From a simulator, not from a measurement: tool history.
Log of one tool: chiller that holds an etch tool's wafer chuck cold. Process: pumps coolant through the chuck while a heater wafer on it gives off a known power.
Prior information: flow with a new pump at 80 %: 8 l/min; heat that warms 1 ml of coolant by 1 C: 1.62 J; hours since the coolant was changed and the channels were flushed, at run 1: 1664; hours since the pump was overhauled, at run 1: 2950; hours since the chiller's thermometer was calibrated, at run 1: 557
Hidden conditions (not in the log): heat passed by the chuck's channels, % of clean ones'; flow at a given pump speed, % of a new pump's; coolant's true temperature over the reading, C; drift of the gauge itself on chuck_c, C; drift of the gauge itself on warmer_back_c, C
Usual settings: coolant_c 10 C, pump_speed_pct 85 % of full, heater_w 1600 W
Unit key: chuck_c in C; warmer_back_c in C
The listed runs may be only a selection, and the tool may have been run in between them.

run,hour,coolant_c,pump_speed_pct,heater_w,hours since the coolant was changed and the channels were flushed,hours since the pump was overhauled,hours since the chiller's thermometer was calibrated,chuck_c,warmer_back_c
1,0,10,85,1600,1664,2950,557,24.4,7.13
2,111.5,10,85,1600,1775,3061,669,24.4,7.18
3,201.1,10,78,1600,1865,3151,759,25.8,7.84
4,326.3,10,78,1600,1990,3276,884,26,7.96
5,456.1,10,78,1600,2120,3406,1014,25.9,7.91
6,524.6,10,78,1600,2188,3474,1082,25.9,7.86
7,661.7,10,78,1600,2325,3612,1219,25.8,7.92
8,768.9,10,96,1600,2433,3719,1326,23.3,6.39

What will run 9 give?
9,866.7,10,96,1600,2530,3817,1424,?,?

chuck_c: 23.2 C
warmer_back_c: 6.31 C
Minus the tool's unlogged condition, the same run would have read chuck_c 22.2 C, warmer_back_c 6.05 C.

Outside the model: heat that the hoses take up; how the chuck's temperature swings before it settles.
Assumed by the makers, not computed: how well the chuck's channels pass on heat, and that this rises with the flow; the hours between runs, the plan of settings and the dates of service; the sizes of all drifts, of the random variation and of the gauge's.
